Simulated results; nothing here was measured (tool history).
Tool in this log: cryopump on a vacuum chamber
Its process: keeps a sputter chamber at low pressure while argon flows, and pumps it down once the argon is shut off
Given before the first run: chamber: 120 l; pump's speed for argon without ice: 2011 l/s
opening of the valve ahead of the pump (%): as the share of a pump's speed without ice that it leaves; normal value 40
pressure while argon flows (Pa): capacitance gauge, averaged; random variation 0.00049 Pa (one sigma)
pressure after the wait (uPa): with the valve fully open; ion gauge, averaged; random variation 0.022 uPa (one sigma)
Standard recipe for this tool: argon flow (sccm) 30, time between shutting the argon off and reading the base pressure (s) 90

run   hour  argon flow (sccm)  time between shutting the argon off and reading the base pressure (s)  opening of the valve ahead of the pump (%)  pressure while argon flows (Pa)  pressure after the wait (uPa)
  1      0                 30                                                                     90                                          40                            0.065                            1.2
  2     11                 30                                                                     90                                          40                           0.0653                           1.17
  3   19.1                 17                                                                     90                                          40                           0.0369                           1.18
  4   25.7                 17                                                                    194                                          40                           0.0367                           0.93
  5     33                 17                                                                    194                                          40                           0.0362                           0.94
  6   46.2                 30                                                                     90                                          54                           0.0486                           1.21
  7   59.7                 30                                                                     90                                          54                           0.0496                           1.18
  8   67.7                 52                                                                     90                                          54                           0.0843                           1.24
  9   75.2                 30                                                                     90                                          36                           0.0719                           1.18
 10   83.3                 30                                                                     90                                          36                            0.072                           1.19
 11   98.1                 30                                                                     90                                          36                           0.0717                           1.24
 12  109.1                 30                                                                     43                                          40                           0.0655                           1.83
 13  124.8                 30                                                                     21                                          40                           0.0651                           2.91
 14    139                 30                                                                     61                                          40                           0.0655                           1.51
 15  154.6                 30                                                                     90                                          40                           0.0657                           1.22
 16    161                 30                                                                     90                                          40                           0.0654                           1.21
 17  172.8                 30                                                                     90                                          40                           0.0652                           1.28
 18  182.1                 30                                                                     90                                          22                           0.1173                           1.27
 19  193.3                 21                                                                     20                                          27                            0.067                           3.04
 20  204.6                 20                                                                    159                                          40                           0.0442                           1.04
 21  212.5                 30                                                                    105                                          16                           0.1595                           1.21
 22  225.2                 30                                                                    105                                          16                           0.1594                           1.21
 23  236.2                 34                                                                    105                                          16                           0.1815                           1.16
 24  251.7                 12                                                                     97                                          16                           0.0637                           1.24
 25    263                 30                                                                    239                                          17                           0.1516                           0.97
 26    274                 30                                                                    239                                          17                           0.1513                           0.99
 27    284                 30                                                                     99                                          17                           0.1524                           1.23
 28  292.6                 30                                                                     99                                          17                           0.1506                           1.25
 29  299.2                 30                                                                     99                                          17                           0.1518                           1.24
 30  313.6                 30                                                                     99                                          17                           0.1526                           1.24
 31  328.9                 30                                                                     99                                          17                           0.1506                           1.24
 32  336.6                 20                                                                     49                                          17                           0.1011                           1.79
 33  348.5                 26                                                                     35                                          17                           0.1304                           2.05
 34  361.1                 12                                                                    238                                          42                           0.0253                           1.02

Some steps in pressure while argon flows (Pa) between neighbouring runs. How much of each would the tool show without its hidden state too (settings, what came in, random variation), and how much is left for the hidden state, with any gauge scatter that isn't in both results?
The tool's hidden condition here consists of: pump's speed, % of a pump's without ice; cold plate's temperature, K; leak into the chamber, uPa l/s; drift of the gauge itself on working_pa, %; drift of the gauge itself on base_upa, %.
Run 7 -> 8: argon flow (sccm) 30 -> 52. pressure while argon flows (Pa) +0.0347: hidden state +0.0014, all else +0.0333.
Run 20 -> 21: argon flow (sccm) 20 -> 30, time between shutting the argon off and reading the base pressure (s) 159 -> 105, opening of the valve ahead of the pump (%) 40 -> 16. pressure while argon flows (Pa) +0.1153: hidden state +0.0008, all else +0.1145.
Run 23 -> 24: argon flow (sccm) 34 -> 12, time between shutting the argon off and reading the base pressure (s) 105 -> 97. pressure while argon flows (Pa) -0.1178: hidden state -0.0018, all else -0.116.
Run 24 -> 25: argon flow (sccm) 12 -> 30, time between shutting the argon off and reading the base pressure (s) 97 -> 239, opening of the valve ahead of the pump (%) 16 -> 17. pressure while argon flows (Pa) +0.0879: hidden state +0.0016, all else +0.0863.
Run 33 -> 34: argon flow (sccm) 26 -> 12, time between shutting the argon off and reading the base pressure (s) 35 -> 238, opening of the valve ahead of the pump (%) 17 -> 42. pressure while argon flows (Pa) -0.1051: hidden state -0.0013, all else -0.1038.
